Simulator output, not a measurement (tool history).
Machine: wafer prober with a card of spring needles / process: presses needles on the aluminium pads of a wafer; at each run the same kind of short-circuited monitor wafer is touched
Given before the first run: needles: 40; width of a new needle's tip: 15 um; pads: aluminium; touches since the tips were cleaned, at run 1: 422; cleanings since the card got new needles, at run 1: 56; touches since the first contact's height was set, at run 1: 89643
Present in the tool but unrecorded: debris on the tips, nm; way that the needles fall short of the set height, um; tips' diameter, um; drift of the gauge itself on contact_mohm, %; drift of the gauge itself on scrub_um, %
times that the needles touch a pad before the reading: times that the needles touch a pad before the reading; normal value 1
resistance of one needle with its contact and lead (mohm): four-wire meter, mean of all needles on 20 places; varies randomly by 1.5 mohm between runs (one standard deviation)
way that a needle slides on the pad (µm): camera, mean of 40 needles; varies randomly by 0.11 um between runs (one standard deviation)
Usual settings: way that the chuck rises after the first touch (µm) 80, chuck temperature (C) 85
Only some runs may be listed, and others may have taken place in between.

run	day	way that the chuck rises after the first touch (µm)	chuck temperature (C)	times that the needles touch a pad before the reading	touches since the tips were cleaned	cleanings since the card got new needles	touches since the first contact's height was set	resistance of one needle with its contact and lead (mohm)	way that a needle slides on the pad (µm)
1	0	80	85	1	422	56	89643	159	10.02
# day 0.442: tips cleaned on abrasive film
2	0.475	80	85	2	345	57	95052	158	10.29
# day 0.921: tips cleaned on abrasive film
3	0.996	80	90	2	850	58	101008	160	10.02
# day 1.35: tips cleaned on abrasive film
4	1.438	80	85	1	1009	59	106067	166	10.06
# day 1.796: tips cleaned on abrasive film
5	2.133	80	85	1	3908	60	114056	189	10.05
# day 2.242: tips cleaned on abrasive film
6	2.5	80	39	1	3000	61	118239	185	10.02
# day 2.729: tips cleaned on abrasive film
7	3.092	80	39	1	4167	62	125010	187	9.95
# day 3.196: tips cleaned on abrasive film
# day 3.625: tips cleaned on abrasive film
8	3.758	80	85	2	1565	64	132615	164	9.99
# day 4.1: tips cleaned on abrasive film
9	4.258	80	85	2	1794	65	138302	166	9.91
# day 4.579: tips cleaned on abrasive film
# day 5.012: tips cleaned on abrasive film
10	5.142	80	85	2	1491	67	148382	164	9.79
# day 5.45: tips cleaned on abrasive film
# day 5.908: tips cleaned on abrasive film
11	5.95	87	85	2	489	69	157614	155	10.96
# day 6.379: tips cleaned on abrasive film
12	6.479	87	85	2	1132	70	163655	160	10.68
# day 6.842: tips cleaned on abrasive film
13	7.012	80	85	1	1955	71	169783	177	9.95
# day 7.275: tips cleaned on abrasive film
14	7.55	63	85	1	3168	72	175933	212	7.85
# day 7.746: tips cleaned on abrasive film
15	8.046	87	85	1	3464	73	181585	187	11.07
# day 8.212: tips cleaned on abrasive film
# day 8.688: tips cleaned on abrasive film
16	8.825	80	37	1	1583	75	190488	165	9.81
# day 9.162: tips cleaned on abrasive film
17	9.538	63	31	3	4313	76	198630	177	7.79
# day 9.642: tips cleaned on abrasive film
# day 10.083: tips cleaned on abrasive film
18	10.283	63	31	3	2336	78	207171	165	7.61
# day 10.558: tips cleaned on abrasive film
# day 11.046: tips cleaned on abrasive film
19	11.058	92	41	3	110	80	215982	142	11.48
# day 11.529: tips cleaned on abrasive film
20	11.929	74	87	2	4610	81	225999	185	9.04
# day 12.012: tips cleaned on abrasive film
# day 12.442: tips cleaned on abrasive film
21	12.738	74	87	2	3392	83	235197	182	8.97
# day 12.9: tips cleaned on abrasive film
# day 13.333: tips cleaned on abrasive film
22	13.358	87	108	1	293	85	242292	161	10.7
# day 13.629: height of the first contact set anew
# day 13.838: tips cleaned on abrasive film
23	13.871	90	29	1	409	86	2762	144	11.57
# day 14.267: tips cleaned on abrasive film
24	14.312	92	72	1	524	87	7795	154	11.9
# day 14.7: tips cleaned on abrasive film
# day 15.154: tips cleaned on abrasive film
25	15.158	92	72	1	46	89	17432	147	11.91
# day 15.608: tips cleaned on abrasive film
26	16.025	80	61	2	4775	90	27383	176	10.4
# day 16.096: tips cleaned on abrasive film
# day 16.525: tips cleaned on abrasive film
27	16.812	80	32	2	3285	92	36368	165	10.27
# day 16.975: tips cleaned on abrasive film
# day 17.438: tips cleaned on abrasive film
28	17.575	69	50	3	1582	94	45072	158	8.85
# day 17.883: tips cleaned on abrasive film
# day 18.333: tips cleaned on abrasive film
29	18.45	72	85	1	1310	96	55058	180	9.32
# day 18.783: tips cleaned on abrasive film
30	19.2	80	62	2	4822	97	63694	176	10.02
# day 19.275: tips cleaned on abrasive film
31	19.592	70	85	2	3639	98	68130	186	9.04

Per-run results on a tool with no hidden state, each run keeping its own random variation:
run	resistance of one needle with its contact and lead (mohm)	way that a needle slides on the pad (µm)
1	144	10.23
2	149	10.52
3	150	10.26
4	147	10.31
5	148	10.32
6	143	10.3
7	138	10.24
8	148	10.32
9	146	10.26
10	145	10.17
11	146	11.37
12	146	11.1
13	146	10.39
14	148	8.31
15	146	11.54
16	137	10.31
17	143	8.3
18	140	8.15
19	136	12.06
20	147	9.63
21	148	9.59
22	149	11.36
23	134	11.58
24	143	11.93
25	142	11.97
26	143	10.47
27	137	10.37
28	140	8.97
29	145	9.48
30	142	10.19
31	149	9.23
